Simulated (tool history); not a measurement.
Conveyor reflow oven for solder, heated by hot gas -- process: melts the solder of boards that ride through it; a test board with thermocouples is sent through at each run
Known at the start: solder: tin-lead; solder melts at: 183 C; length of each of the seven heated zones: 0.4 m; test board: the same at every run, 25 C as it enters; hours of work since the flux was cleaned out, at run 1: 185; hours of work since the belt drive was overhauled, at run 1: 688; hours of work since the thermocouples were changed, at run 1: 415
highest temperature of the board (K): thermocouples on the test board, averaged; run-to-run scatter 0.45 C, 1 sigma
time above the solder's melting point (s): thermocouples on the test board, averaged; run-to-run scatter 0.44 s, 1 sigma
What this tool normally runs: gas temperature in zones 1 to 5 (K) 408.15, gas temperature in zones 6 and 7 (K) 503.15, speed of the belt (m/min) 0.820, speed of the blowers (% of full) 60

run,hour,gas temperature in zones 1 to 5 (K),gas temperature in zones 6 and 7 (K),speed of the belt (m/min),speed of the blowers (% of full),hours of work since the flux was cleaned out,hours of work since the belt drive was overhauled,hours of work since the thermocouples were changed,highest temperature of the board (K),time above the solder's melting point (s)
1,0.0,408.15,503.15,0.820,60,185,688,415,484.65,39.2
2,25.3,408.15,503.15,0.820,60,201,704,431,482.95,38.8
3,45.0,408.15,503.15,0.820,60,213,716,444,483.45,38.5
4,62.9,408.15,503.15,0.820,60,225,728,455,483.85,39.3
5,89.2,408.15,503.15,0.820,60,241,744,472,483.85,38.8
6,107.0,408.15,503.15,0.820,60,252,756,483,483.25,38.6
# hour 113.9: flux residue cleaned out of gas plates and filters
7,131.7,408.15,515.15,0.820,60,11,768,495,495.45,47.7
8,158.2,408.15,503.15,0.820,60,28,785,512,484.95,39.9
9,181.7,408.15,503.15,0.820,60,43,800,527,485.05,40.6
10,193.7,408.15,503.15,0.820,60,50,807,534,484.55,39.7
11,207.9,408.15,503.15,0.820,60,59,816,543,485.45,40.6
12,224.2,408.15,511.15,0.820,60,70,826,554,491.85,43.8
13,243.9,408.15,511.15,0.820,63,82,839,566,491.35,45.1
# hour 262.6: belt drive overhauled, speed set with a stopwatch
14,268.6,422.15,503.15,0.820,60,95,4,579,486.65,44.8
15,287.3,422.15,503.15,0.820,60,107,16,591,487.35,44.6
16,315.6,422.15,503.15,0.820,60,125,33,609,486.95,45.5
17,340.8,422.15,503.15,0.820,60,141,49,625,486.55,45.4
18,357.6,408.15,503.15,0.764,60,151,60,635,485.15,43.2
19,373.7,400.15,503.15,0.820,67,161,70,646,483.45,36.4
20,399.6,398.15,511.15,0.791,75,178,87,662,493.25,44.0
21,427.2,399.15,511.15,0.893,64,195,104,679,484.75,34.4
22,443.7,399.15,511.15,0.893,64,206,114,690,484.55,33.9
23,469.6,404.15,503.15,0.820,60,222,131,706,482.35,36.6
24,495.5,402.15,511.15,0.819,60,238,147,722,489.05,39.7
25,509.9,408.15,503.15,0.820,83,247,156,731,487.15,41.4
# hour 523.2: flux residue cleaned out of gas plates and filters
26,534.1,410.15,503.15,0.820,57,7,168,744,483.65,38.4
27,554.5,410.15,503.15,0.820,57,20,181,756,483.55,38.9
28,575.7,410.15,514.15,0.820,83,33,194,770,498.15,48.1
29,589.8,410.15,509.15,0.820,83,42,203,779,493.65,45.9
30,617.7,410.15,509.15,0.820,83,60,221,796,493.65,45.9
31,630.0,408.15,503.15,0.856,78,67,229,804,485.85,39.3

Alternative continuations, all from the tool just after run 31; predict every row:
A,644.1,408.15,503.15,0.820,76,76,238,813,?,?
B,644.1,408.15,503.15,0.851,61,76,238,813,?,?
C,644.1,408.15,506.15,0.856,51,76,238,813,?,?

run,highest temperature of the board (K),time above the solder's melting point (s)
A,486.25,41.2
B,482.05,36.2
C,481.55,34.7
Without the tool's unlogged condition, the same runs would have read:
run,highest temperature of the board (K),time above the solder's melting point (s)
A,488.65,42.7
B,484.35,37.8
C,483.75,36.2
